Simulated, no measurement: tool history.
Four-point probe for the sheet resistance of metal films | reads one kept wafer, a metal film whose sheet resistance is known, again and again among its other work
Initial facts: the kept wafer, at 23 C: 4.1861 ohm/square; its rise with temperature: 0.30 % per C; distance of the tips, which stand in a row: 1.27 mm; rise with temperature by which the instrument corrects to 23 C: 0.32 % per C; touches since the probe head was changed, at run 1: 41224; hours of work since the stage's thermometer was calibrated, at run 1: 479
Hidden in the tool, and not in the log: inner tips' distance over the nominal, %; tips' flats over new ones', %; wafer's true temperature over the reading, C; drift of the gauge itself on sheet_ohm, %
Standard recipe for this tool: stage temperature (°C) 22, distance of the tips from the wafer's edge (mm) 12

run   hour  stage temperature (°C)  distance of the tips from the wafer's edge (mm)  touches since the probe head was changed  hours of work since the stage's thermometer was calibrated  sheet resistance as the instrument gives it (ohm/square)
  1      0                      22                                               12                                     41224                                                         479                                                  4.189491
  2   32.5                      22                                               12                                     42271                                                         496                                                  4.189507
  3   87.4                      22                                               12                                     44043                                                         525                                                  4.190283
  4  124.5                      22                                               59                                     45238                                                         544                                                  4.165838
  5  180.7                      22                                               32                                     47051                                                         574                                                  4.167719
  6  216.8                      22                                               12                                     48216                                                         593                                                  4.188741
  7  244.3                      22                                               45                                     49102                                                         607                                                  4.164186
  8  297.9                      22                                               12                                     50832                                                         635                                                   4.18776
  9  356.7                      22                                               12                                     52726                                                         666                                                  4.185426
 10  384.9                      22                                               12                                     53636                                                         680                                                  4.187654
 11  412.2                      27                                               24                                     54517                                                         695                                                  4.163818
 12  439.5                      27                                               38                                     55396                                                         709                                                  4.158228
 13  482.2                      27                                               38                                     56773                                                         731                                                  4.159205
 14  537.6                      28                                                6                                     58559                                                         760                                                   4.25185
 15  587.8                      19                                                9                                     60181                                                         787                                                  4.207805
 16  615.5                      19                                               14                                     61073                                                         801                                                  4.180585
 17  665.9                      19                                               39                                     62698                                                         828                                                  4.163022
 18  723.2                      35                                                6                                     64545                                                         857                                                  4.245308
 19  774.9                      18                                               29                                     66213                                                         885                                                   4.16548
 20  827.4                      20                                               37                                     67906                                                         912                                                  4.160343

How would selected steps in sheet resistance as the instrument gives it (ohm/square) from run to run divide? Give the signed amount a tool lacking its hidden state would still show from settings, what came in and random variation, and the signed amount left for the hidden state, including any gauge scatter that is not in both of the compared results.
Run 13 -> 14: stage temperature (°C) 27 -> 28, distance of the tips from the wafer's edge (mm) 38 -> 6. sheet resistance as the instrument gives it (ohm/square) +0.092645: hidden state -0.00109, all else +0.093735.
Run 17 -> 18: stage temperature (°C) 19 -> 35, distance of the tips from the wafer's edge (mm) 39 -> 6. sheet resistance as the instrument gives it (ohm/square) +0.082286: hidden state -0.001164, all else +0.08345.
